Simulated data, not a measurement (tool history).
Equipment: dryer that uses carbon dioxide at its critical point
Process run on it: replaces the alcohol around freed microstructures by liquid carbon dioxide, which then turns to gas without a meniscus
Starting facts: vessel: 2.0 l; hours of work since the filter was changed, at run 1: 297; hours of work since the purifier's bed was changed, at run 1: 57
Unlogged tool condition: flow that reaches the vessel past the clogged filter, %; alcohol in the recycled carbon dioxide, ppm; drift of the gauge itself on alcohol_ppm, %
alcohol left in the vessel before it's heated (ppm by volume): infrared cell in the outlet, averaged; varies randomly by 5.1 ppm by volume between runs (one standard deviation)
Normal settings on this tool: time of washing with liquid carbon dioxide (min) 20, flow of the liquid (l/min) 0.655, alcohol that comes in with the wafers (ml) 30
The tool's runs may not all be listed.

run     day  time of washing with liquid carbon dioxide (min)  flow of the liquid (l/min)  alcohol that comes in with the wafers (ml)  hours of work since the filter was changed  hours of work since the purifier's bed was changed  alcohol left in the vessel before it's heated (ppm by volume)
  1   0.000                                                20                       0.655                                          30                                         297                                                  57                                                            127
  2   0.912                                                20                       0.655                                          30                                         312                                                  71                                                            135
  3   2.379                                                17                       0.655                                          30                                         334                                                  94                                                            275
  4   3.108                                                17                       0.655                                          30                                         346                                                 105                                                            284
  5   4.433                                                17                       0.655                                          30                                         366                                                 126                                                            295
  6   5.850                                                20                       0.655                                          30                                         388                                                 148                                                            160
      6.329  -- inlet filter changed
  7   6.562                                                20                       0.655                                          30                                           4                                                 158                                                             68
  8   7.992                                                28                       0.873                                          30                                          26                                                 180                                                             10
  9   9.033                                                20                       0.873                                          30                                          42                                                 197                                                             22
 10   9.708                                                16                       0.784                                          24                                          52                                                 207                                                             96
 11  10.646                                                13                       0.784                                          71                                          67                                                 222                                                            632

Below, some changes in alcohol left in the vessel before it's heated (ppm by volume) between adjacent runs. For each, the amount present without the hidden state too (settings, incoming material, random variation) and the amount remaining for the hidden state with gauge scatter not shared by both compared results:
Run 6 -> 7: inlet filter changed. alcohol left in the vessel before it's heated (ppm by volume) -92: hidden state -78, all else -14.
Run 10 -> 11: time of washing with liquid carbon dioxide (min) 16 -> 13, alcohol that comes in with the wafers (ml) 24 -> 71. alcohol left in the vessel before it's heated (ppm by volume) +536: hidden state +58, all else +478.
